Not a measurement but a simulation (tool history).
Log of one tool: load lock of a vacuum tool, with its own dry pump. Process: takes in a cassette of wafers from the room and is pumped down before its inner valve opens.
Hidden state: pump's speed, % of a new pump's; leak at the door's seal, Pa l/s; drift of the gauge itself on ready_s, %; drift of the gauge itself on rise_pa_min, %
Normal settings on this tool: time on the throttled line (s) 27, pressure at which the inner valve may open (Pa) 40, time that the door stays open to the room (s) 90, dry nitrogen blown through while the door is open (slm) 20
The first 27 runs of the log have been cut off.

run,day,time on the throttled line (s),pressure at which the inner valve may open (Pa),time that the door stays open to the room (s),dry nitrogen blown through while the door is open (slm),hours that the pump has run since its overhaul,times that the door has closed on its seal,"incoming humidity of the room's air, %",time from the closed door until the inner valve may open (s),rise of the pressure with all valves shut (Pa/min)
28,74.604,16,36,161,20,4816,17954,46.9,52.8,0.141
29,77.083,16,75,207,5,4875,18214,44.0,49.4,0.175
30,80.412,16,36,32,24,4955,18562,45.1,53.1,0.120
31,83.796,16,36,32,24,5037,18917,44.8,53.2,0.134
32,87.046,42,43,207,11,5114,19257,44.9,70.9,0.169
33,90.438,42,43,207,11,5196,19612,43.7,70.8,0.170
34,92.292,42,59,74,11,5240,19806,44.8,70.2,0.156
35,95.292,16,50,74,11,5312,20120,46.4,51.4,0.157
36,96.962,16,50,74,11,5353,20295,42.6,51.3,0.156
37,100.858,16,50,74,11,5446,20703,45.6,51.3,0.156
38,104.371,16,50,74,11,5530,21070,45.7,51.7,0.168

Consider 3 possible next runs. They are alternatives, not a sequence: every one starts from the tool as it was left by run 38. What does each give?
A,106.021,16,50,74,7,5570,21243,45.9,?,?
B,106.021,39,56,29,11,5570,21243,45.3,?,?
C,106.021,24,50,41,22,5570,21243,44.3,?,?

run,time from the closed door until the inner valve may open (s),rise of the pressure with all valves shut (Pa/min)
A,51.7,0.170
B,67.2,0.155
C,57.2,0.150
Without the tool's hidden state the same runs would have given:
run,time from the closed door until the inner valve may open (s),rise of the pressure with all valves shut (Pa/min)
A,50.1,0.038
B,65.9,0.019
C,55.7,0.017
